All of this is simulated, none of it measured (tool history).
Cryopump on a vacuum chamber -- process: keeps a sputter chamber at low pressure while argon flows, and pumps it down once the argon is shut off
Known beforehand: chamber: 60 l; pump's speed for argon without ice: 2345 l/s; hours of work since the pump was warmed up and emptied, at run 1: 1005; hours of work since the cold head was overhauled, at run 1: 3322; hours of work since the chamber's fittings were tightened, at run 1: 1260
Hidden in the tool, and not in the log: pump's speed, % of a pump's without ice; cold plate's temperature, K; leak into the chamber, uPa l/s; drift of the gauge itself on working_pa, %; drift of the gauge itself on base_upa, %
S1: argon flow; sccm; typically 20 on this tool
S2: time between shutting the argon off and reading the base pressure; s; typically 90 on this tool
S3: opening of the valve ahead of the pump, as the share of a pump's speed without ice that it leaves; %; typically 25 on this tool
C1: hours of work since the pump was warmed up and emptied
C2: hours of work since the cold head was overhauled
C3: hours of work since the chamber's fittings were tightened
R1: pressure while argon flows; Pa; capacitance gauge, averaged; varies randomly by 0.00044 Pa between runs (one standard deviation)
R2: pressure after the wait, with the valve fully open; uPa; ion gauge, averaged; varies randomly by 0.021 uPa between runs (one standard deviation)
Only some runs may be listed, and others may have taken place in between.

run 1 hour=0 | S1=20 S2=90 S3=25 | C1=1005 C2=3322 C3=1260 | R1=0.06 R2=0.77
run 2 hour=54.9 | S1=20 S2=107 S3=25 | C1=1040 C2=3357 C3=1295 | R1=0.0609 R2=0.68
run 3 hour=184 | S1=20 S2=107 S3=25 | C1=1124 C2=3441 C3=1379 | R1=0.0601 R2=0.73
-- hour=203.3 pump warmed up, emptied and cooled again
run 4 hour=279.3 | S1=20 S2=90 S3=34 | C1=49 C2=3499 C3=1437 | R1=0.0426 R2=0.72
run 5 hour=357.7 | S1=20 S2=90 S3=25 | C1=100 C2=3550 C3=1488 | R1=0.0588 R2=0.72
run 6 hour=468.8 | S1=20 S2=51 S3=25 | C1=172 C2=3622 C3=1560 | R1=0.058 R2=0.99
run 7 hour=581.6 | S1=20 S2=90 S3=25 | C1=245 C2=3695 C3=1633 | R1=0.0584 R2=0.78
run 8 hour=634.2 | S1=20 S2=90 S3=25 | C1=279 C2=3729 C3=1667 | R1=0.0585 R2=0.76
run 9 hour=714.8 | S1=20 S2=90 S3=25 | C1=331 C2=3781 C3=1719 | R1=0.0593 R2=0.78
run 10 hour=770.8 | S1=20 S2=90 S3=25 | C1=367 C2=3817 C3=1755 | R1=0.0588 R2=0.75
run 11 hour=855.2 | S1=20 S2=90 S3=25 | C1=422 C2=3872 C3=1810 | R1=0.0585 R2=0.83
-- hour=924.9 leaking fittings of the chamber tightened, without venting
run 12 hour=936.9 | S1=20 S2=154 S3=25 | C1=473 C2=3923 C3=8 | R1=0.0589 R2=0.38
run 13 hour=1042.9 | S1=20 S2=154 S3=25 | C1=542 C2=3992 C3=76 | R1=0.0592 R2=0.39
run 14 hour=1143 | S1=20 S2=90 S3=25 | C1=606 C2=4056 C3=141 | R1=0.0604 R2=0.56
run 15 hour=1242.7 | S1=20 S2=90 S3=25 | C1=671 C2=4121 C3=206 | R1=0.0599 R2=0.54
run 16 hour=1328.3 | S1=20 S2=90 S3=25 | C1=726 C2=4176 C3=261 | R1=0.0597 R2=0.59
run 17 hour=1454.7 | S1=20 S2=90 S3=60 | C1=808 C2=4258 C3=343 | R1=0.0265 R2=0.59
run 18 hour=1507 | S1=20 S2=175 S3=60 | C1=842 C2=4292 C3=376 | R1=0.0266 R2=0.4
run 19 hour=1626.2 | S1=20 S2=143 S3=19 | C1=919 C2=4369 C3=454 | R1=0.0781 R2=0.44
run 20 hour=1689.5 | S1=17 S2=171 S3=42 | C1=960 C2=4410 C3=495 | R1=0.0315 R2=0.4
run 21 hour=1814.2 | S1=10 S2=98 S3=19 | C1=1041 C2=4491 C3=575 | R1=0.0398 R2=0.6
run 22 hour=1890.9 | S1=10 S2=98 S3=19 | C1=1090 C2=4540 C3=625 | R1=0.0394 R2=0.58
-- hour=1965.1 pump warmed up, emptied and cooled again
run 23 hour=2007.8 | S1=11 S2=40 S3=55 | C1=28 C2=4613 C3=697 | R1=0.0146 R2=1.03
run 24 hour=2068.9 | S1=11 S2=40 S3=55 | C1=67 C2=4652 C3=737 | R1=0.0156 R2=1.05
run 25 hour=2159.7 | S1=11 S2=102 S3=55 | C1=126 C2=4711 C3=795 | R1=0.0151 R2=0.57
run 26 hour=2224.9 | S1=24 S2=90 S3=52 | C1=168 C2=4753 C3=837 | R1=0.0336 R2=0.62
run 27 hour=2284.8 | S1=37 S2=294 S3=33 | C1=207 C2=4792 C3=876 | R1=0.0825 R2=0.38
run 28 hour=2338.6 | S1=37 S2=294 S3=33 | C1=242 C2=4826 C3=911 | R1=0.0828 R2=0.41
run 29 hour=2454.3 | S1=14 S2=294 S3=45 | C1=316 C2=4901 C3=986 | R1=0.0232 R2=0.39
run 30 hour=2539.6 | S1=14 S2=294 S3=45 | C1=372 C2=4956 C3=1041 | R1=0.023 R2=0.39
run 31 hour=2642.1 | S1=15 S2=30 S3=57 | C1=438 C2=5023 C3=1107 | R1=0.0201 R2=1.38
run 32 hour=2769.5 | S1=20 S2=53 S3=23 | C1=520 C2=5105 C3=1190 | R1=0.0646 R2=0.94
run 33 hour=2870.3 | S1=20 S2=53 S3=23 | C1=585 C2=5170 C3=1255 | R1=0.064 R2=0.96
run 34 hour=2968.5 | S1=20 S2=53 S3=23 | C1=649 C2=5234 C3=1318 | R1=0.0641 R2=1
run 35 hour=3088.5 | S1=20 S2=42 S3=23 | C1=727 C2=5311 C3=1396 | R1=0.0647 R2=1.18

Subtracting, for every run, the result it would have given without the tool's unlogged condition from the measured result gives the following. The same run-to-run variation enters both numbers; the gauge's scatter may not:
run=1 R1=+0.0025 R2=+0.27
run=2 R1=+0.0025 R2=+0.26
run=3 R1=+0.0027 R2=+0.29
run=4 R1=+0.0007 R2=+0.25
run=5 R1=+0.0008 R2=+0.26
run=6 R1=+0.0009 R2=+0.27
run=7 R1=+0.001 R2=+0.29
run=8 R1=+0.0011 R2=+0.29
run=9 R1=+0.0012 R2=+0.3
run=10 R1=+0.0012 R2=+0.31
run=11 R1=+0.0014 R2=+0.33
run=12 R1=+0.0015 R2=+0.03
run=13 R1=+0.0017 R2=+0.04
run=14 R1=+0.0018 R2=+0.06
run=15 R1=+0.0019 R2=+0.07
run=16 R1=+0.0021 R2=+0.08
run=17 R1=+0.0022 R2=+0.09
run=18 R1=+0.0023 R2=+0.11
run=19 R1=+0.0025 R2=+0.11
run=20 R1=+0.0022 R2=+0.12
run=21 R1=+0.0014 R2=+0.14
run=22 R1=+0.0014 R2=+0.15
run=23 R1=+0.0004 R2=+0.13
run=24 R1=+0.0005 R2=+0.14
run=25 R1=+0.0005 R2=+0.15
run=26 R1=+0.0011 R2=+0.16
run=27 R1=+0.0019 R2=+0.17
run=28 R1=+0.002 R2=+0.17
run=29 R1=+0.0009 R2=+0.19
run=30 R1=+0.001 R2=+0.19
run=31 R1=+0.0011 R2=+0.21
run=32 R1=+0.0017 R2=+0.23
run=33 R1=+0.0017 R2=+0.24
run=34 R1=+0.0019 R2=+0.25
run=35 R1=+0.0021 R2=+0.27
